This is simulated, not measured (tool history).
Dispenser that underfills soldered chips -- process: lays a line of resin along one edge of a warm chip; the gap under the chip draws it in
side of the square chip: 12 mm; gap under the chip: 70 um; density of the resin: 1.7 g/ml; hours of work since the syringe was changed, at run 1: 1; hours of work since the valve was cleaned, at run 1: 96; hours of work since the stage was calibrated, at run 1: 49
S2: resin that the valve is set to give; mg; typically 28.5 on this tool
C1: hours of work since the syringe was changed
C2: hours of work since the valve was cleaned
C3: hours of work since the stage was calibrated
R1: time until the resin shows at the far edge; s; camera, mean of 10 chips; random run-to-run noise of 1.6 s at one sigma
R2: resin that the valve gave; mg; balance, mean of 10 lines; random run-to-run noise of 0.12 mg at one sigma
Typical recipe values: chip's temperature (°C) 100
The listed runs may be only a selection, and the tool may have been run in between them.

run 1 day=0 | chip's_temperature_(°C)=100 S2=28.5 | C1=1 C2=96 C3=49 | R1=168.6 R2=27.05
run 2 day=0.283 | chip's_temperature_(°C)=100 S2=28.5 | C1=6 C2=101 C3=54 | R1=238.6 R2=27
-- day=0.508 new syringe of resin
run 3 day=0.8 | chip's_temperature_(°C)=100 S2=28.5 | C1=5 C2=109 C3=62 | R1=227.6 R2=26.94
-- day=1.075 new syringe of resin
run 4 day=1.162 | chip's_temperature_(°C)=100 S2=28.7 | C1=1 C2=115 C3=68 | R1=180.9 R2=27.14
run 5 day=1.542 | chip's_temperature_(°C)=100 S2=28.7 | C1=8 C2=122 C3=74 | R1=284.2 R2=26.85
-- day=1.633 new syringe of resin
run 6 day=2.071 | chip's_temperature_(°C)=100 S2=28.7 | C1=7 C2=130 C3=83 | R1=270.7 R2=26.91
-- day=2.188 new syringe of resin
run 7 day=2.592 | chip's_temperature_(°C)=110 S2=28.5 | C1=7 C2=139 C3=92 | R1=169.4 R2=26.45
-- day=2.738 dispensing valve cleaned and set on the balance
-- day=2.783 new syringe of resin
run 8 day=3.071 | chip's_temperature_(°C)=110 S2=28.5 | C1=5 C2=5 C3=99 | R1=147.1 R2=28.64
-- day=3.342 new syringe of resin
run 9 day=3.35 | chip's_temperature_(°C)=95 S2=24.9 | C1=0 C2=10 C3=103 | R1=208.4 R2=24.78
run 10 day=3.65 | chip's_temperature_(°C)=109 S2=28.5 | C1=5 C2=15 C3=108 | R1=156.3 R2=28.25
-- day=3.904 new syringe of resin
run 11 day=4.042 | chip's_temperature_(°C)=102 S2=31.7 | C1=2 C2=21 C3=115 | R1=172.7 R2=31.47
run 12 day=4.329 | chip's_temperature_(°C)=94 S2=26.2 | C1=7 C2=26 C3=120 | R1=362.8 R2=26.02
-- day=4.475 new syringe of resin
run 13 day=4.804 | chip's_temperature_(°C)=94 S2=26.2 | C1=6 C2=34 C3=127 | R1=316.7 R2=25.65
-- day=5.025 new syringe of resin
run 14 day=5.092 | chip's_temperature_(°C)=110 S2=32.4 | C1=1 C2=39 C3=132 | R1=110.3 R2=31.77

Below are 3 alternative next runs, each starting from the tool's condition after run 14. Predict each:
run A day=5.504 | chip's_temperature_(°C)=95 S2=28.8 | C1=8 C2=46 C3=139 | R1=? R2=?
run B day=5.504 | chip's_temperature_(°C)=86 S2=26 | C1=8 C2=46 C3=139 | R1=? R2=?
run C day=5.504 | chip's_temperature_(°C)=108 S2=29.9 | C1=8 C2=46 C3=139 | R1=? R2=?

run=A R1=358.5 R2=28.14
run=B R1=548 R2=25.29
run=C R1=200.2 R2=29.15
With no hidden state in the tool, these same runs would have given:
run=A R1=197.6 R2=28.81
run=B R1=301.3 R2=25.89
run=C R1=110.6 R2=29.84
